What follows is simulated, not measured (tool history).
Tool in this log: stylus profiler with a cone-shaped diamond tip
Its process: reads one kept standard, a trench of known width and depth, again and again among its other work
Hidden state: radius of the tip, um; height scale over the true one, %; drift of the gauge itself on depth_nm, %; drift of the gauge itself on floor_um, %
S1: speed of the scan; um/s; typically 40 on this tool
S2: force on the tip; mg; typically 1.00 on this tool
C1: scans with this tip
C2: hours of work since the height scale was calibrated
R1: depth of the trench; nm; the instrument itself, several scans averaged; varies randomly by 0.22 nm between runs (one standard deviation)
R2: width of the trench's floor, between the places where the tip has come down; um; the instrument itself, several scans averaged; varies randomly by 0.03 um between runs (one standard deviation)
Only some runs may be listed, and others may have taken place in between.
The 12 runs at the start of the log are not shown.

run 13 hour=326.5 | S1=40 S2=1.00 | C1=7047 C2=578 | R1=1007.69 R2=93.76
run 14 hour=351.8 | S1=40 S2=1.00 | C1=7246 C2=594 | R1=1007.36 R2=93.68
run 15 hour=380.8 | S1=40 S2=1.00 | C1=7474 C2=613 | R1=1007.29 R2=93.68
run 16 hour=402.5 | S1=40 S2=1.00 | C1=7644 C2=627 | R1=1007.63 R2=93.69
run 17 hour=435.0 | S1=17 S2=0.76 | C1=7900 C2=647 | R1=1006.33 R2=93.86
run 18 hour=463.0 | S1=40 S2=1.73 | C1=8120 C2=666 | R1=1010.41 R2=93.75
run 19 hour=491.9 | S1=40 S2=1.73 | C1=8348 C2=684 | R1=1010.50 R2=93.83
run 20 hour=529.0 | S1=32 S2=0.62 | C1=8639 C2=708 | R1=1005.45 R2=93.68
run 21 hour=558.5 | S1=44 S2=1.00 | C1=8871 C2=727 | R1=1007.60 R2=93.66
run 22 hour=595.8 | S1=27 S2=1.44 | C1=9164 C2=751 | R1=1009.47 R2=93.84
run 23 hour=631.8 | S1=27 S2=0.93 | C1=9448 C2=774 | R1=1007.28 R2=93.77
run 24 hour=647.6 | S1=27 S2=0.93 | C1=9571 C2=785 | R1=1006.89 R2=93.80
run 25 hour=678.3 | S1=20 S2=1.00 | C1=9813 C2=804 | R1=1007.53 R2=93.85
run 26 hour=709.7 | S1=133 S2=2.36 | C1=10060 C2=825 | R1=1013.88 R2=93.38
run 27 hour=739.3 | S1=82 S2=1.21 | C1=10292 C2=844 | R1=1008.80 R2=93.47
run 28 hour=756.4 | S1=13 S2=0.54 | C1=10427 C2=855 | R1=1004.63 R2=93.83
run 29 hour=786.4 | S1=40 S2=1.35 | C1=10662 C2=874 | R1=1009.00 R2=93.77
run 30 hour=803.8 | S1=40 S2=1.35 | C1=10800 C2=885 | R1=1009.04 R2=93.71
run 31 hour=841.7 | S1=111 S2=0.55 | C1=11097 C2=910 | R1=1004.67 R2=92.90
run 32 hour=876.5 | S1=44 S2=0.57 | C1=11371 C2=932 | R1=1005.11 R2=93.59

Consider 3 possible next runs. They are alternatives, not a sequence: every one starts from the tool as it was left by run 32. What does each give?
run A hour=914.5 | S1=71 S2=1.61 | C1=11670 C2=956 | R1=? R2=?
run B hour=914.5 | S1=106 S2=0.57 | C1=11670 C2=956 | R1=? R2=?
run C hour=914.5 | S1=55 S2=1.74 | C1=11670 C2=956 | R1=? R2=?

run=A R1=1010.08 R2=93.57
run=B R1=1005.28 R2=92.96
run=C R1=1010.24 R2=93.71
With no hidden state in the tool, these same runs would have given:
run=A R1=1010.06 R2=93.58
run=B R1=1005.26 R2=92.96
run=C R1=1010.23 R2=93.71

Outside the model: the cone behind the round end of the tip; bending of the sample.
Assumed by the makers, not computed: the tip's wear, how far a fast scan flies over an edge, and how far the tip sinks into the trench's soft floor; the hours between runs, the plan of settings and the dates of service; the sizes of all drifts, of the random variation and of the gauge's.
